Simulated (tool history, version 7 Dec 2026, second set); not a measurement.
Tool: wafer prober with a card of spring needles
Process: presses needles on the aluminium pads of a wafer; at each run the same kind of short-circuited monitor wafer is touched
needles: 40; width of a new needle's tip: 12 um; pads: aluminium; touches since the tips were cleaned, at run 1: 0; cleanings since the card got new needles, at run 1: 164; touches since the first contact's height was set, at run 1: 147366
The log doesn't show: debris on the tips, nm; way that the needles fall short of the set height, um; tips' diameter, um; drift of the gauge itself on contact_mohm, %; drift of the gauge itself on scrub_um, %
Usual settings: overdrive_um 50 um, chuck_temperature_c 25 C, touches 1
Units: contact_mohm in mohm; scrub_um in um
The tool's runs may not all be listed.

run   hour  overdrive_um  chuck_temperature_c  touches  touches since the tips were cleaned  cleanings since the card got new needles  touches since the first contact's height was set  contact_mohm  scrub_um
  1      0            50                   25        1                                    0                                       164                                            147366           161      6.82
       8.8  -- tips cleaned on abrasive film
      17.7  -- tips cleaned on abrasive film
      24.8  -- tips cleaned on abrasive film
      31.9  -- tips cleaned on abrasive film
      40.7  -- tips cleaned on abrasive film
      49.5  -- tips cleaned on abrasive film
  2   54.5            50                   25        1                                 1365                                       170                                            162321           204      6.62
        58  -- tips cleaned on abrasive film
      66.9  -- tips cleaned on abrasive film
      75.7  -- tips cleaned on abrasive film
      84.6  -- tips cleaned on abrasive film
  3   86.2            44                   25        1                                  447                                       174                                            171019           187      5.64
      93.3  -- tips cleaned on abrasive film
     102.1  -- tips cleaned on abrasive film
     110.9  -- tips cleaned on abrasive film
     119.8  -- tips cleaned on abrasive film
     128.6  -- tips cleaned on abrasive film
  4    134            53                   25        1                                 1493                                       179                                            184160           206      6.89
     135.8  -- tips cleaned on abrasive film
     144.7  -- tips cleaned on abrasive film
     153.5  -- tips cleaned on abrasive film
     160.6  -- tips cleaned on abrasive film
     169.4  -- tips cleaned on abrasive film
       173  -- tips cleaned on abrasive film, once more
  5  177.8            53                   25        1                                 1328                                       185                                            196163           196      6.85
     181.4  -- tips cleaned on abrasive film
     190.2  -- tips cleaned on abrasive film
     199.1  -- tips cleaned on abrasive film
     206.2  -- tips cleaned on abrasive film
       215  -- tips cleaned on abrasive film
     222.1  -- tips cleaned on abrasive film
     230.9  -- tips cleaned on abrasive film
     238.7  -- tips cleaned on abrasive film
  6  238.7            53                   25        1                                    0                                       193                                            212846           165      6.72
     247.5  -- tips cleaned on abrasive film
     254.6  -- tips cleaned on abrasive film
     263.4  -- tips cleaned on abrasive film
     270.5  -- tips cleaned on abrasive film
  7  277.4            53                   25        1                                 1897                                       197                                            223478           220      6.67
     279.2  -- tips cleaned on abrasive film
     288.1  -- tips cleaned on abrasive film
     296.9  -- tips cleaned on abrasive film
     300.7  -- height of the first contact set anew
       306  -- tips cleaned on abrasive film
     314.9  -- tips cleaned on abrasive film
     323.7  -- tips cleaned on abrasive film
  8  324.8            53                   25        1                                  315                                       203                                              6625           172      7.84
     331.9  -- tips cleaned on abrasive film
       339  -- tips cleaned on abrasive film
     347.9  -- tips cleaned on abrasive film
     356.7  -- tips cleaned on abrasive film
  9  358.3            50                  107        1                                  445                                       207                                             15807           191      7.38
     365.4  -- tips cleaned on abrasive film
     374.2  -- tips cleaned on abrasive film
     383.1  -- tips cleaned on abrasive film
 10    385            50                   25        1                                  539                                       210                                             23141           176      7.37
     390.4  -- tips cleaned on abrasive film
     397.5  -- tips cleaned on abrasive film
     406.3  -- tips cleaned on abrasive film
     413.4  -- tips cleaned on abrasive film
     422.2  -- tips cleaned on abrasive film
     431.1  -- tips cleaned on abrasive film
     438.3  -- tips cleaned on abrasive film
 11  438.3            50                   25        1                                    0                                       217                                             37734           161      7.26
     445.4  -- tips cleaned on abrasive film
     454.2  -- tips cleaned on abrasive film
       463  -- tips cleaned on abrasive film
 12  463.9            50                   25        1                                  231                                       220                                             44762           170      7.33
       471  -- tips cleaned on abrasive film
     479.8  -- tips cleaned on abrasive film
     488.6  -- tips cleaned on abrasive film
     497.5  -- tips cleaned on abrasive film
     504.6  -- tips cleaned on abrasive film
     513.4  -- tips cleaned on abrasive film
 13  519.3            50                   25        1                                 1635                                       226                                             59988           209       7.2
     521.2  -- tips cleaned on abrasive film
     528.2  -- tips cleaned on abrasive film
     537.1  -- tips cleaned on abrasive film
     544.2  -- tips cleaned on abrasive film
       553  -- tips cleaned on abrasive film
 14  553.2            50                   65        2                                   47                                       231                                             69257           171      7.06
     560.3  -- tips cleaned on abrasive film
     569.1  -- tips cleaned on abrasive film
     577.9  -- tips cleaned on abrasive film
     586.8  -- tips cleaned on abrasive film
     595.6  -- tips cleaned on abrasive film
     602.7  -- tips cleaned on abrasive film
     611.1  -- tips cleaned on abrasive film
 15  611.1            67                  122        1                                    0                                       238                                             85147           176      9.57
     618.2  -- tips cleaned on abrasive film
     625.3  -- tips cleaned on abrasive film
     634.1  -- tips cleaned on abrasive film
 16  637.4            50                   29        1                                  900                                       241                                             92358           190      7.08
     642.7  -- tips cleaned on abrasive film
     649.8  -- tips cleaned on abrasive film
     658.6  -- tips cleaned on abrasive film
     665.7  -- tips cleaned on abrasive film
     674.6  -- tips cleaned on abrasive film
     681.7  -- tips cleaned on abrasive film
 17  688.2            50                   29        1                                 1831                                       247                                            106323           215      7.02
     690.1  -- tips cleaned on abrasive film
     697.2  -- tips cleaned on abrasive film
       706  -- tips cleaned on abrasive film
     714.9  -- tips cleaned on abrasive film
 18  721.3            50                   29        1                                 1797                                       251                                            115399           220      6.86
     723.2  -- tips cleaned on abrasive film
     730.3  -- tips cleaned on abrasive film
     739.1  -- tips cleaned on abrasive film
     747.9  -- tips cleaned on abrasive film
     756.8  -- tips cleaned on abrasive film
     765.6  -- tips cleaned on abrasive film
     774.5  -- tips cleaned on abrasive film
     781.6  -- tips cleaned on abrasive film
 19  782.5            50                   29        1                                  274                                       259                                            132175           175      6.88

Some steps in contact_mohm between neighbouring runs. How much of each would the tool show without its hidden state too (settings, what came in, random variation), and how much is left for the hidden state, with any gauge scatter that isn't in both results?
Run 6 -> 7: tips cleaned on abrasive film, tips cleaned on abrasive film, tips cleaned on abrasive film, tips cleaned on abrasive film. contact_mohm +55 mohm: hidden state +56, all else -1.
